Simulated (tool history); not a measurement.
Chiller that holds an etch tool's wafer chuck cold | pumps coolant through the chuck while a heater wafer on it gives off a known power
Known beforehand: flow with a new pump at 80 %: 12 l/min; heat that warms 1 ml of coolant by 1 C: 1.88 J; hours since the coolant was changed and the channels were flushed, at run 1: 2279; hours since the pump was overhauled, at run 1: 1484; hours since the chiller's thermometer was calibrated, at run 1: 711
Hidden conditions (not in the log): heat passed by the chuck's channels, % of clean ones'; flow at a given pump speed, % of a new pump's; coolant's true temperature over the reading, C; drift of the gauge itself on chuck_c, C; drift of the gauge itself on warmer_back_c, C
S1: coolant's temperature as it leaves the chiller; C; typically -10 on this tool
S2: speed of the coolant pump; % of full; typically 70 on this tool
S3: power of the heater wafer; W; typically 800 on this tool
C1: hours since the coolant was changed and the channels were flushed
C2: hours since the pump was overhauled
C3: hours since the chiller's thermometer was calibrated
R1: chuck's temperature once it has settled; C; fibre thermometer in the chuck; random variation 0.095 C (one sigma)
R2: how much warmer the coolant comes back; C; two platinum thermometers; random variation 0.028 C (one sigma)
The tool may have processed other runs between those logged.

run 1 hour=0 | S1=-10 S2=70 S3=800 | C1=2279 C2=1484 C3=711 | R1=-3.87 R2=2.51
run 2 hour=30.6 | S1=-10 S2=70 S3=800 | C1=2310 C2=1515 C3=742 | R1=-4.24 R2=2.47
run 3 hour=45.7 | S1=-10 S2=70 S3=800 | C1=2325 C2=1530 C3=757 | R1=-4.16 R2=2.5
run 4 hour=68.4 | S1=-10 S2=70 S3=800 | C1=2347 C2=1553 C3=780 | R1=-4.22 R2=2.45
run 5 hour=85.6 | S1=-10 S2=70 S3=800 | C1=2365 C2=1570 C3=797 | R1=-4.22 R2=2.53
run 6 hour=117.2 | S1=-19 S2=64 S3=636 | C1=2396 C2=1601 C3=828 | R1=-14.26 R2=2.19
run 7 hour=151 | S1=-17 S2=62 S3=652 | C1=2430 C2=1635 C3=862 | R1=-12 R2=2.29
run 8 hour=176.9 | S1=-12 S2=70 S3=782 | C1=2456 C2=1661 C3=888 | R1=-6.39 R2=2.45
run 9 hour=211.2 | S1=0 S2=69 S3=782 | C1=2490 C2=1695 C3=922 | R1=5.58 R2=2.46
run 10 hour=236.1 | S1=-13 S2=70 S3=800 | C1=2515 C2=1720 C3=947 | R1=-7.43 R2=2.44

Below are 5 alternative next runs, each starting from the tool's condition after run 10. Predict each:
run A hour=259.3 | S1=-6 S2=93 S3=534 | C1=2538 C2=1743 C3=970 | R1=? R2=?
run B hour=259.3 | S1=-12 S2=97 S3=765 | C1=2538 C2=1743 C3=970 | R1=? R2=?
run C hour=259.3 | S1=-10 S2=87 S3=466 | C1=2538 C2=1743 C3=970 | R1=? R2=?
run D hour=259.3 | S1=-5 S2=70 S3=800 | C1=2538 C2=1743 C3=970 | R1=? R2=?
run E hour=259.3 | S1=-6 S2=70 S3=800 | C1=2538 C2=1743 C3=970 | R1=? R2=?

run=A R1=-3.08 R2=1.21
run=B R1=-7.86 R2=1.65
run=C R1=-7.37 R2=1.11
run=D R1=0.64 R2=2.47
run=E R1=-0.56 R2=2.43
With the hidden condition removed and each run's random variation left untouched, the same runs would have given:
run=A R1=-2.88 R2=1.21
run=B R1=-7.67 R2=1.65
run=C R1=-7.17 R2=1.1
run=D R1=0.82 R2=2.46
run=E R1=-0.38 R2=2.43

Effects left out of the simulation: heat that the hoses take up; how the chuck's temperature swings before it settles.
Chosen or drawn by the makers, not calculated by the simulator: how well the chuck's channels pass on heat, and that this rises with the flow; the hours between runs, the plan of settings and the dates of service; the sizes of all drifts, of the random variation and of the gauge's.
